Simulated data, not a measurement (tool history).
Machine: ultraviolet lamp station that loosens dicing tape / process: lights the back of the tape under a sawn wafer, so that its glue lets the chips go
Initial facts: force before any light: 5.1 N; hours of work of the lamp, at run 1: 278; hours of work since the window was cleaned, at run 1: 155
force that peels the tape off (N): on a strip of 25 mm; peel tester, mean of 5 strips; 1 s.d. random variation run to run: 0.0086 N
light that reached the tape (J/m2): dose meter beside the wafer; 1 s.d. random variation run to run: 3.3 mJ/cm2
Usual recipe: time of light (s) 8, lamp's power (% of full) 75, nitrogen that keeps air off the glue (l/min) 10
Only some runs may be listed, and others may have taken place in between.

run   hour  time of light (s)  lamp's power (% of full)  nitrogen that keeps air off the glue (l/min)  hours of work of the lamp  hours of work since the window was cleaned  force that peels the tape off (N)  light that reached the tape (J/m2)
  1      0                  8                        75                                            10                        278                                         155                              0.479                                4560
  2   17.1                  8                        75                                            10                        286                                         163                              0.472                                4560
  3   25.6                  8                        75                                            10                        290                                         167                              0.497                                4570
  4   37.6                  8                        75                                            10                        296                                         172                              0.495                                4560
  5   55.1                  8                        75                                            10                        304                                         180                              0.503                                4450
  6   69.4                  8                        75                                            10                        311                                         187                              0.504                                4500
  7   83.2                  8                        75                                            10                        317                                         194                                0.5                                4400
  8   98.3                  8                        75                                            10                        324                                         201                              0.512                                4420
  9  107.6                  8                        75                                            10                        329                                         205                              0.509                                4390
 10  122.4                  8                        75                                            10                        336                                         212                              0.537                                4380
 11  138.7                  8                        75                                            10                        343                                         220                              0.532                                4370
 12  151.6                  8                        64                                            10                        349                                         226                              0.708                                3730
 13  161.3                  4                        68                                            12                        354                                         230                              1.699                                1890
 14    179                  8                        69                                             9                        362                                         238                              0.691                                3970
 15  193.1                 15                        64                                             5                        369                                         245                              0.324                                6840
 16  210.5                  6                        95                                             3                        377                                         253                              1.181                                4000
 17  218.6                 15                        92                                             3                        381                                         257                              0.228                                9630
 18  228.9                 15                        92                                             3                        385                                         262                              0.225                                9540
 19  247.2                  8                        85                                             7                        394                                         270                              0.552                                4650
 20  256.3                  8                        91                                             4                        398                                         275                              0.664                                5060
     272.6  -- window cleaned of glue's vapour
 21  273.9                  8                        91                                             4                        406                                           1                              0.496                                6020
 22  283.3                  7                        97                                             6                        411                                           5                              0.431                                5620
 23  293.7                 11                        79                                            10                        415                                          10                              0.207                                7060
 24  308.7                 14                        79                                            10                        423                                          17                              0.141                                8880

What if the next run were any one of these 3? Each begins from the tool's condition after run 24:
  A  322.1                 10                        65                                             3                        429                                          23                                  ?                                   ?
  B  322.1                  7                        81                                            10                        429                                          23                                  ?                                   ?
  C  322.1                  9                        79                                            10                        429                                          23                                  ?                                   ?

run  force that peels the tape off (N)  light that reached the tape (J/m2)
  A                              0.776                                5310
  B                              0.477                                4550
  C                              0.315                                5730
Without the tool's hidden state the same runs would have given:
run  force that peels the tape off (N)  light that reached the tape (J/m2)
  A                              0.642                                5890
  B                              0.385                                5040
  C                              0.255                                6350
